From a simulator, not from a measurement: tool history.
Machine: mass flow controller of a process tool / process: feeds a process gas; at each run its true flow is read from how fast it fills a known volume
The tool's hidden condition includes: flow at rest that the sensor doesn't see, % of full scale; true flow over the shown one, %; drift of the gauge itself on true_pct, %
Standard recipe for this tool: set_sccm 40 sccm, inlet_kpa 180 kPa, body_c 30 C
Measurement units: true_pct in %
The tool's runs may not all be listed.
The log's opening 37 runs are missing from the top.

run,hour,set_sccm,inlet_kpa,body_c,hours of work since the controller was set to zero,hours of work since the controller was changed,true_pct
# hour 8050.2: gauge calibrated
38,8150.9,44,162,24,4845,4845,99.8
39,8433.6,44,162,24,4975,4975,99.79
40,8670.4,8,226,24,5083,5083,98.98
41,8922.9,8,226,24,5200,5200,99.03
42,9173.6,28,226,26,5315,5315,99.64
# hour 9338.6: controller's zero set anew
43,9451.3,40,169,33,52,5442,99.53
44,9641.7,40,182,33,139,5530,99.62
45,9864.2,40,182,33,242,5632,99.64
46,10059.3,23,207,30,331,5722,99.47
47,10303.8,23,207,30,444,5834,99.46
48,10440.2,40,174,22,507,5897,100.29

3 ways to go on from here, each from the tool as it stands after run 48. What would each give?
A,10672.5,40,174,20,613,6004,?
B,10672.5,8,184,33,613,6004,?
C,10672.5,21,140,24,613,6004,?

run,true_pct
A,100.37
B,98.87
C,99.41
Without the tool's hidden state the same runs would have given:
run,true_pct
A,99.74
B,98.25
C,98.78
